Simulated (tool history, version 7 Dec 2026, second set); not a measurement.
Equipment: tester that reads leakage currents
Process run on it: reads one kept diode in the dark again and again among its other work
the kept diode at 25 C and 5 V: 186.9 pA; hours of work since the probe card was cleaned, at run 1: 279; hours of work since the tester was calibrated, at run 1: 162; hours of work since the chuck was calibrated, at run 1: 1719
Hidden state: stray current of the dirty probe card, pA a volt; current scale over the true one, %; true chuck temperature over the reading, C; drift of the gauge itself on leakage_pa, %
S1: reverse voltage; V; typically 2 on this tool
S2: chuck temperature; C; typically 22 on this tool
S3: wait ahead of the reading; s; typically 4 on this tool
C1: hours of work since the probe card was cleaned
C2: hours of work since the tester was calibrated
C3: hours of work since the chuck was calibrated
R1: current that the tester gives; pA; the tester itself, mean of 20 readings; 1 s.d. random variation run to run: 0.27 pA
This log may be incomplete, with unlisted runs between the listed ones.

run,hour,S1,S2,S3,C1,C2,C3,R1
1,0,2,22,4,279,162,1719,103.18
2,79.2,2,22,4,332,215,1772,103.57
3,163,2,22,1.17,388,271,1829,103.42
# hour 223.7: chuck's temperature calibrated
4,234,2,45,1.17,435,318,7,520.84
5,348.9,2,45,1.17,512,395,84,522.23
6,459.2,2,45,1.17,586,469,158,526.29
7,572.3,2,45,1.17,662,545,234,527.26
8,689.6,2,22,3.95,741,624,313,112.03
9,799,2,22,3.95,814,697,387,113.04
10,877.3,16.95,53,1.05,867,750,439,3077.88
11,928.9,19.62,52,4,902,785,474,3150.75
# hour 967.4: chuck's temperature calibrated, once more
12,1043.2,2,22,4.63,977,860,51,88.02
13,1095.1,2.69,53,0.94,1012,895,86,847.63
14,1216.3,2.69,53,0.94,1093,976,167,851.36
15,1321.9,2.69,55,0.94,1164,1047,238,960.67
16,1388.1,15.41,24,2.2,1209,1092,283,348.47

Per-run results on a tool with no hidden state, each run keeping its own random variation:
run,R1
1,87.48
2,87.42
3,86.92
4,430.95
5,429.68
6,430.66
7,429.05
8,87.42
9,87.65
10,2494.75
11,2545
12,87.3
13,842.87
14,842.08
15,945.86
16,337.55
